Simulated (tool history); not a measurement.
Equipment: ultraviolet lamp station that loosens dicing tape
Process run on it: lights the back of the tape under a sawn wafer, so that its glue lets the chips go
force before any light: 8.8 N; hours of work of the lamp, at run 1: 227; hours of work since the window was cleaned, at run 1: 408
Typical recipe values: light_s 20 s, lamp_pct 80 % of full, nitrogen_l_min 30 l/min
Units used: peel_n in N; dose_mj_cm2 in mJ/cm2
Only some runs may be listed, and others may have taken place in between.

| run | hour | light_s | lamp_pct | nitrogen_l_min | hours of work of the lamp | hours of work since the window was cleaned | peel_n | dose_mj_cm2 |
|---|---|---|---|---|---|---|---|---|
| 1 | 0 | 20 | 80 | 30 | 227 | 408 | 0.928 | 343 |
| 2 | 5.6 | 20 | 80 | 30 | 230 | 411 | 0.913 | 338 |
| 3 | 16 | 20 | 80 | 30 | 236 | 417 | 0.911 | 339 |
| 4 | 27.3 | 20 | 80 | 32 | 243 | 424 | 0.914 | 336 |
| 5 | 38.8 | 19 | 80 | 30 | 249 | 430 | 1.053 | 317 |
| 6 | 49.8 | 19 | 80 | 30 | 255 | 437 | 1.016 | 321 |
| 7 | 58.2 | 19 | 80 | 30 | 260 | 441 | 1.03 | 316 |
| 8 | 67.5 | 19 | 80 | 30 | 266 | 447 | 1.083 | 316 |
| 9 | 80.1 | 19 | 80 | 30 | 273 | 454 | 1.049 | 314 |
| 10 | 93.2 | 19 | 70 | 30 | 280 | 462 | 1.385 | 268 |
| 11 | 105.4 | 20 | 80 | 30 | 287 | 469 | 0.981 | 325 |
| 12 | 113.2 | 20 | 80 | 13 | 292 | 473 | 1.619 | 326 |
| 13 | 122.7 | 20 | 80 | 13 | 297 | 479 | 1.651 | 324 |
| 14 | 132.8 | 20 | 80 | 13 | 303 | 484 | 1.689 | 326 |
| 15 | 138.5 | 20 | 80 | 30 | 306 | 488 | 0.996 | 325 |
| 16 | 146.5 | 34 | 80 | 30 | 311 | 492 | 0.329 | 545 |
| 17 | 155.5 | 20 | 85 | 30 | 316 | 497 | 0.879 | 344 |
| 18 | 162.9 | 25 | 85 | 30 | 320 | 502 | 0.57 | 430 |
| 19 | 175.8 | 25 | 85 | 24 | 328 | 509 | 0.661 | 427 |
| 20 | 183.8 | 25 | 85 | 24 | 332 | 514 | 0.681 | 421 |
| 21 | 196.5 | 25 | 85 | 24 | 340 | 521 | 0.709 | 426 |
| 22 | 202.3 | 14 | 85 | 41 | 343 | 524 | 1.528 | 234 |
| 23 | 215.3 | 12 | 71 | 14 | 351 | 532 | 3.619 | 170 |
| 24 | 224.9 | 12 | 71 | 14 | 356 | 537 | 3.529 | 166 |
| 25 | 236.6 | 12 | 71 | 14 | 363 | 544 | 3.52 | 168 |
|  | 237.9 | window cleaned of glue's vapour |
| 26 | 249.4 | 37 | 77 | 54 | 370 | 7 | 0.254 | 537 |
| 27 | 261.2 | 12 | 80 | 28 | 377 | 13 | 2.574 | 180 |
|  | 264.7 | window cleaned of glue's vapour, once more |
| 28 | 269 | 10 | 76 | 12 | 381 | 2 | 4.091 | 154 |
| 29 | 281.4 | 26 | 80 | 10 | 388 | 10 | 1.216 | 420 |
| 30 | 288 | 16 | 80 | 13 | 392 | 13 | 2.242 | 256 |
| 31 | 297.6 | 15 | 98 | 19 | 397 | 19 | 1.57 | 294 |
| 32 | 307.6 | 13 | 74 | 30 | 403 | 25 | 2.325 | 192 |
| 33 | 315.4 | 20 | 80 | 13 | 408 | 29 | 1.655 | 318 |
| 34 | 323.3 | 20 | 80 | 13 | 412 | 34 | 1.622 | 315 |
| 35 | 330.2 | 20 | 80 | 13 | 416 | 38 | 1.672 | 315 |
| 36 | 338 | 20 | 80 | 13 | 421 | 42 | 1.721 | 316 |
| 37 | 343.6 | 19 | 65 | 22 | 424 | 45 | 1.911 | 241 |
| 38 | 353.6 | 10 | 87 | 11 | 429 | 51 | 3.724 | 168 |

Here are 3 independent what-if runs from the current tool condition. What would each one return?
| A | 359.8 | 18 | 77 | 18 | 433 | 55 | ? | ? |
| B | 359.8 | 18 | 80 | 21 | 433 | 55 | ? | ? |
| C | 359.8 | 14 | 80 | 30 | 433 | 55 | ? | ? |

| run | peel_n | dose_mj_cm2 |
|---|---|---|
| A | 1.809 | 270 |
| B | 1.514 | 280 |
| C | 1.884 | 215 |
Take away the tool's hidden state, keep each run's random variation, and the runs would have read:
| run | peel_n | dose_mj_cm2 |
|---|---|---|
| A | 1.248 | 337 |
| B | 1.015 | 351 |
| C | 1.319 | 270 |
